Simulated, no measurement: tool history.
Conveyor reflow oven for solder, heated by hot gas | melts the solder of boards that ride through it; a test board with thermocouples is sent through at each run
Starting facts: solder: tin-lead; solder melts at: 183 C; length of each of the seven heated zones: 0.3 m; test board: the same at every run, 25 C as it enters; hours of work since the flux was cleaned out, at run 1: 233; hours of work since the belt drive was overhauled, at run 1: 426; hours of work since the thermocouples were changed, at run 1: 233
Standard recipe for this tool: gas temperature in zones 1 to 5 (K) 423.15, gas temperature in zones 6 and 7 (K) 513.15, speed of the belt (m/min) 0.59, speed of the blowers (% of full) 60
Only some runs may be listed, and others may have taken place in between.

run     day  gas temperature in zones 1 to 5 (K)  gas temperature in zones 6 and 7 (K)  speed of the belt (m/min)  speed of the blowers (% of full)  hours of work since the flux was cleaned out  hours of work since the belt drive was overhauled  hours of work since the thermocouples were changed  highest temperature of the board (K)  time above the solder's melting point (s)
  1       0                               423.15                                513.15                       0.59                                60                                           233                                                426                                                 233                                488.35                                       46.6
  2   1.117                               423.15                                513.15                       0.59                                60                                           248                                                441                                                 248                                488.05                                       46.9
  3     3.2                               432.15                                513.15                       0.59                                60                                           276                                                469                                                 276                                490.35                                       51.6
  4   5.325                               423.15                                513.15                       0.59                                60                                           304                                                497                                                 304                                488.05                                       46.5
  5   6.442                               423.15                                513.15                       0.59                                60                                           318                                                511                                                 318                                487.95                                       46.5
  6   7.696                               423.15                                521.15                       0.59                                60                                           335                                                528                                                 335                                493.85                                       50.4
  7   9.571                               423.15                                521.15                       0.59                                60                                           360                                                553                                                 360                                494.15                                       50.4
  8  11.079                               423.15                                513.15                      0.678                                60                                           380                                                573                                                 380                                481.95                                       35.4
  9  13.271                               423.15                                513.15                      0.678                                60                                           409                                                602                                                 409                                481.45                                       35.3
     14.179  -- flux residue cleaned out of gas plates and filters
 10    14.8                               423.15                                513.15                       0.59                                60                                             8                                                619                                                 426                                486.45                                       45.1
 11  16.004                               423.15                                513.15                       0.59                                60                                            24                                                635                                                 442                                486.05                                       45.1
 12  17.733                               423.15                                513.15                       0.59                                60                                            47                                                658                                                 465                                485.65                                       44.8
 13  18.675                               423.15                                513.15                       0.59                                60                                            59                                                670                                                 477                                486.05                                       44.9
 14  20.492                               423.15                                513.15                       0.59                                60                                            83                                                694                                                 501                                485.85                                       44.7
     21.554  -- flux residue cleaned out of gas plates and filters, once more
 15  22.108                               423.15                                510.15                       0.59                                60                                             7                                                713                                                 520                                485.95                                       45.5
 16  24.283                               423.15                                515.15                      0.483                                60                                            36                                                742                                                 549                                496.85                                       64.3
 17  25.638                               423.15                                515.15                      0.545                                80                                            54                                                759                                                 567                                499.15                                       58.5
 18  26.812                               423.15                                510.15                       0.59                                83                                            69                                                775                                                 582                                493.05                                       51.1
 19  28.971                               423.15                                513.15                       0.59                                69                                            98                                                804                                                 611                                491.25                                       49.6
 20  30.262                               423.15                                513.15                       0.59                                69                                           115                                                821                                                 628                                491.45                                       49.4
     30.646  -- thermocouples of zones 6 and 7 changed
 21   31.75                               433.15                                513.15                       0.59                                69                                           134                                                839                                                  15                                495.05                                       55.2
 22  33.575                               433.15                                513.15                       0.59                                69                                           158                                                863                                                  39                                494.85                                       55.3
 23  35.562                               433.15                                513.15                       0.59                                69                                           184                                                889                                                  65                                494.45                                       55.3
 24  37.546                               433.15                                513.15                       0.59                                69                                           210                                                916                                                  91                                494.55                                       54.9
 25  38.621                               433.15                                513.15                       0.59                                69                                           224                                                930                                                 105                                494.45                                         55
 26  39.946                               410.15                                517.15                      0.516                                73                                           242                                                947                                                 123                                498.75                                       57.4
 27  41.658                               410.15                                513.15                       0.59                                60                                           265                                                970                                                 145                                485.15                                       40.6
 28  43.462                               423.15                                513.15                      0.547                                60                                           288                                                994                                                 169                                491.15                                       53.3

Branching from run 28: 3 alternative next runs. What would each branch give?
  A  45.458                               424.15                                509.15                      0.616                                60                                           315                                               1020                                                 196                                     ?                                          ?
  B  45.458                               423.15                                523.15                      0.547                                88                                           315                                               1020                                                 196                                     ?                                          ?
  C  45.458                               418.15                                527.15                      0.697                                60                                           315                                               1020                                                 196                                     ?                                          ?

run  highest temperature of the board (K)  time above the solder's melting point (s)
  A                                483.85                                       41.8
  B                                507.45                                       62.3
  C                                489.85                                       38.5
Take away the tool's hidden state, keep each run's random variation, and the runs would have read:
run  highest temperature of the board (K)  time above the solder's melting point (s)
  A                                485.55                                       42.9
  B                                509.35                                       62.5
  C                                491.85                                       39.5

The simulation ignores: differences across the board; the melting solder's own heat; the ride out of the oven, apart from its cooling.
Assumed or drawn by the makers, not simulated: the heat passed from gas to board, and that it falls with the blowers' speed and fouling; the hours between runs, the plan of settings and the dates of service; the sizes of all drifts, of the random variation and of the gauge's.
